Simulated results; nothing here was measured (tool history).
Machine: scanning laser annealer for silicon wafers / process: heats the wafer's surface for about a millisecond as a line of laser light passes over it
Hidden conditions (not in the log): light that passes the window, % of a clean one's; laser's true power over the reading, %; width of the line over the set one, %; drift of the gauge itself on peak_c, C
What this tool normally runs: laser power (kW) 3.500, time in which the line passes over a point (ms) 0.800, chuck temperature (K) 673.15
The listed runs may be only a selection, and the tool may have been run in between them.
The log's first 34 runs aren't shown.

run	day	laser power (kW)	time in which the line passes over a point (ms)	chuck temperature (K)	hours of work since the window was cleaned	hours of work since the power meter was calibrated	hours of work since the optics were aligned	highest temperature of the surface (K)
35	51.612	3.437	0.865	665.15	709	142	245	1400.15
36	53.479	3.437	0.865	665.15	733	166	269	1397.15
37	55.225	3.437	0.865	665.15	755	189	291	1397.15
38	56.200	3.437	0.865	665.15	768	201	304	1389.15
39	58.250	3.655	0.563	673.15	794	227	330	1321.15
40	59.608	3.655	0.563	673.15	811	245	348	1320.15
41	61.733	3.683	0.563	682.15	839	272	375	1336.15
42	63.479	3.683	0.563	682.15	861	294	397	1332.15

Branching from run 42: 3 alternative next runs. What would each branch give?
A	65.600	3.314	0.563	682.15	888	322	424	?
B	65.600	3.500	0.800	709.15	888	322	424	?
C	65.600	3.500	0.916	635.15	888	322	424	?

run	highest temperature of the surface (K)
A	1245.15
B	1422.15
C	1396.15
Without the tool's unlogged condition, the same runs would have read:
run	highest temperature of the surface (K)
A	1291.15
B	1480.15
C	1458.15

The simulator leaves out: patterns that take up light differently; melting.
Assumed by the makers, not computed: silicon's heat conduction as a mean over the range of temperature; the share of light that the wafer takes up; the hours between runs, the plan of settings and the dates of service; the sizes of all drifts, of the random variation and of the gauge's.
